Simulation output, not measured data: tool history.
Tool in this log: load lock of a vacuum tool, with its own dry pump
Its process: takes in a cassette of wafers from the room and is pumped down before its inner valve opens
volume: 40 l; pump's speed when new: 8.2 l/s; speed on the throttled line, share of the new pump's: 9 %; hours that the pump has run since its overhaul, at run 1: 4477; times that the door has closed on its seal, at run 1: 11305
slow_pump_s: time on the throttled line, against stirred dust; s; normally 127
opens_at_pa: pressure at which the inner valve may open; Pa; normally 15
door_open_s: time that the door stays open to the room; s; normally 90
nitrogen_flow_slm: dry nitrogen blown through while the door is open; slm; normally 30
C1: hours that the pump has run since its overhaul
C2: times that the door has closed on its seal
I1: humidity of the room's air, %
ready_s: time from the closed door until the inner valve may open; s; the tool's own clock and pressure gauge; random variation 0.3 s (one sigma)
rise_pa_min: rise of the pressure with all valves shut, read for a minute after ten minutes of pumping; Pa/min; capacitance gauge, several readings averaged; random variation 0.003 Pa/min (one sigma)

Run 1, hour 0.0: usual settings; C1 4477; C2 11305; I1 42.5. Result: ready_s 160.7 s, rise_pa_min 0.165 Pa/min.
Run 2, hour 69.7: usual settings; C1 4547; C2 11483; I1 43.7. Result: ready_s 160.4 s, rise_pa_min 0.186 Pa/min.
Run 3, hour 158.6: usual settings but opens_at_pa 14 Pa; C1 4635; C2 11710; I1 47.1. Result: ready_s 161.1 s, rise_pa_min 0.192 Pa/min.
Run 4, hour 252.1: usual settings but opens_at_pa 14 Pa; C1 4729; C2 11949; I1 45.8. Result: ready_s 161.2 s, rise_pa_min 0.194 Pa/min.
Run 5, hour 351.6: usual settings; C1 4828; C2 12203; I1 47.1. Result: ready_s 160.8 s, rise_pa_min 0.186 Pa/min.
Run 6, hour 412.9: usual settings but nitrogen_flow_slm 22 slm; C1 4890; C2 12360; I1 46.9. Result: ready_s 160.4 s, rise_pa_min 0.202 Pa/min.
Run 7, hour 495.7: usual settings but nitrogen_flow_slm 22 slm; C1 4973; C2 12571; I1 45.9. Result: ready_s 161.1 s, rise_pa_min 0.212 Pa/min.
Run 8, hour 598.2: usual settings but nitrogen_flow_slm 22 slm; C1 5075; C2 12833; I1 44.0. Result: ready_s 161.5 s, rise_pa_min 0.209 Pa/min.
Run 9, hour 663.1: usual settings but nitrogen_flow_slm 23 slm; C1 5140; C2 12999; I1 46.2. Result: ready_s 161.4 s, rise_pa_min 0.218 Pa/min.
Run 10, hour 754.9: usual settings but nitrogen_flow_slm 23 slm; C1 5232; C2 13233; I1 43.9. Result: ready_s 160.9 s, rise_pa_min 0.215 Pa/min.
Run 11, hour 873.2: usual settings; C1 5350; C2 13535; I1 41.0. Result: ready_s 160.8 s, rise_pa_min 0.219 Pa/min.
Run 12, hour 937.9: usual settings; C1 5415; C2 13701; I1 42.9. Result: ready_s 160.9 s, rise_pa_min 0.220 Pa/min.
Run 13, hour 1067.8: usual settings; C1 5545; C2 14033; I1 43.5. Result: ready_s 160.9 s, rise_pa_min 0.225 Pa/min.
Run 14, hour 1168.9: usual settings; C1 5646; C2 14291; I1 42.1. Result: ready_s 161.2 s, rise_pa_min 0.226 Pa/min.
Run 15, hour 1243.9: usual settings; C1 5721; C2 14482; I1 41.9. Result: ready_s 160.6 s, rise_pa_min 0.237 Pa/min.
Run 16, hour 1394.6: usual settings; C1 5871; C2 14867; I1 51.1. Result: ready_s 160.4 s, rise_pa_min 0.251 Pa/min.
Run 17, hour 1495.0: usual settings but door_open_s 35 s; C1 5972; C2 15124; I1 45.5. Result: ready_s 160.7 s, rise_pa_min 0.241 Pa/min.
Run 18, hour 1557.3: usual settings but door_open_s 35 s; C1 6034; C2 15283; I1 47.0. Result: ready_s 161.2 s, rise_pa_min 0.248 Pa/min.
Run 19, hour 1703.3: usual settings but door_open_s 35 s; C1 6180; C2 15656; I1 46.9. Result: ready_s 161.6 s, rise_pa_min 0.253 Pa/min.
Run 20, hour 1800.9: usual settings but door_open_s 35 s; C1 6278; C2 15905; I1 43.8. Result: ready_s 161.2 s, rise_pa_min 0.253 Pa/min.
Run 21, hour 1915.2: usual settings but door_open_s 35 s; C1 6392; C2 16197; I1 42.5. Result: ready_s 161.3 s, rise_pa_min 0.259 Pa/min.
Run 22, hour 2010.5: usual settings but door_open_s 35 s; C1 6487; C2 16440; I1 46.5. Result: ready_s 160.7 s, rise_pa_min 0.270 Pa/min.
Run 23, hour 2158.2: usual settings but slow_pump_s 220 s, opens_at_pa 25 Pa, door_open_s 35 s, nitrogen_flow_slm 31 slm; C1 6635; C2 16818; I1 41.4. Result: ready_s 243.5 s, rise_pa_min 0.278 Pa/min.
Run 24, hour 2235.1: usual settings but slow_pump_s 66 s, door_open_s 56 s; C1 6712; C2 17014; I1 47.1. Result: ready_s 105.9 s, rise_pa_min 0.290 Pa/min.
Run 25, hour 2356.5: usual settings but door_open_s 196 s, nitrogen_flow_slm 6 slm; C1 6833; C2 17324; I1 46.2. Result: ready_s 161.3 s, rise_pa_min 0.359 Pa/min.
Run 26, hour 2435.0: usual settings but opens_at_pa 11 Pa, door_open_s 37 s, nitrogen_flow_slm 11 slm; C1 6912; C2 17525; I1 43.9. Result: ready_s 163.5 s, rise_pa_min 0.308 Pa/min.
Run 27, hour 2562.3: usual settings but slow_pump_s 76 s, opens_at_pa 21 Pa, door_open_s 153 s, nitrogen_flow_slm 6 slm; C1 7039; C2 17850; I1 48.1. Result: ready_s 113.5 s, rise_pa_min 0.372 Pa/min.
Run 28, hour 2667.3: usual settings but slow_pump_s 76 s, opens_at_pa 21 Pa, door_open_s 153 s, nitrogen_flow_slm 6 slm; C1 7144; C2 18118; I1 41.0. Result: ready_s 113.0 s, rise_pa_min 0.362 Pa/min.
Run 29, hour 2815.1: usual settings but slow_pump_s 76 s, opens_at_pa 21 Pa, door_open_s 153 s, nitrogen_flow_slm 6 slm; C1 7292; C2 18495; I1 46.6. Result: ready_s 113.2 s, rise_pa_min 0.390 Pa/min.
Run 30, hour 2897.3: usual settings but slow_pump_s 119 s; C1 7374; C2 18705; I1 43.7. Result: ready_s 154.0 s, rise_pa_min 0.336 Pa/min.
Run 31, hour 2982.0: usual settings but slow_pump_s 119 s; C1 7459; C2 18922; I1 48.1. Result: ready_s 154.1 s, rise_pa_min 0.345 Pa/min.
Run 32, hour 3116.5: usual settings but slow_pump_s 112 s, opens_at_pa 27 Pa, door_open_s 129 s, nitrogen_flow_slm 5 slm; C1 7593; C2 19265; I1 42.2. Result: ready_s 145.1 s, rise_pa_min 0.399 Pa/min.
Run 33, hour 3187.7: usual settings but slow_pump_s 112 s, opens_at_pa 27 Pa, door_open_s 129 s, nitrogen_flow_slm 5 slm; C1 7665; C2 19447; I1 46.8. Result: ready_s 144.5 s, rise_pa_min 0.407 Pa/min.
Run 34, hour 3307.8: usual settings but door_open_s 39 s, nitrogen_flow_slm 35 slm; C1 7785; C2 19754; I1 44.1. Result: ready_s 161.5 s, rise_pa_min 0.355 Pa/min.
Run 35, hour 3372.5: usual settings but nitrogen_flow_slm 8 slm; C1 7849; C2 19919; I1 49.0. Result: ready_s 162.4 s, rise_pa_min 0.414 Pa/min.
Run 36, hour 3475.5: usual settings but nitrogen_flow_slm 8 slm; C1 7952; C2 20182; I1 47.9. Result: ready_s 162.3 s, rise_pa_min 0.404 Pa/min.
Run 37, hour 3539.0: usual settings but nitrogen_flow_slm 8 slm; C1 8016; C2 20344; I1 42.6. Result: ready_s 161.4 s, rise_pa_min 0.403 Pa/min.

Selected run-to-run steps in ready_s, each split into two signed amounts: the part the tool would show with no hidden state at all (from settings, incoming material and random variation), and the remainder, which goes to the hidden state together with any gauge scatter not common to the measured and the hidden-state-free results:
Hidden conditions of the tool in this case: pump's speed, % of a new pump's; leak at the door's seal, Pa l/s; drift of the gauge itself on ready_s, %; drift of the gauge itself on rise_pa_min, %.
Run 22 -> 23: slow_pump_s 127 -> 220, opens_at_pa 15 -> 25, nitrogen_flow_slm 30 -> 31. ready_s +82.8 s: hidden state -0.6, all else +83.4.
Run 23 -> 24: slow_pump_s 220 -> 66, opens_at_pa 25 -> 15, door_open_s 35 -> 56, nitrogen_flow_slm 31 -> 30. ready_s -137.6 s: hidden state +1.0, all else -138.6.
Run 24 -> 25: slow_pump_s 66 -> 127, door_open_s 56 -> 196, nitrogen_flow_slm 30 -> 6. ready_s +55.4 s: hidden state -0.4, all else +55.8.
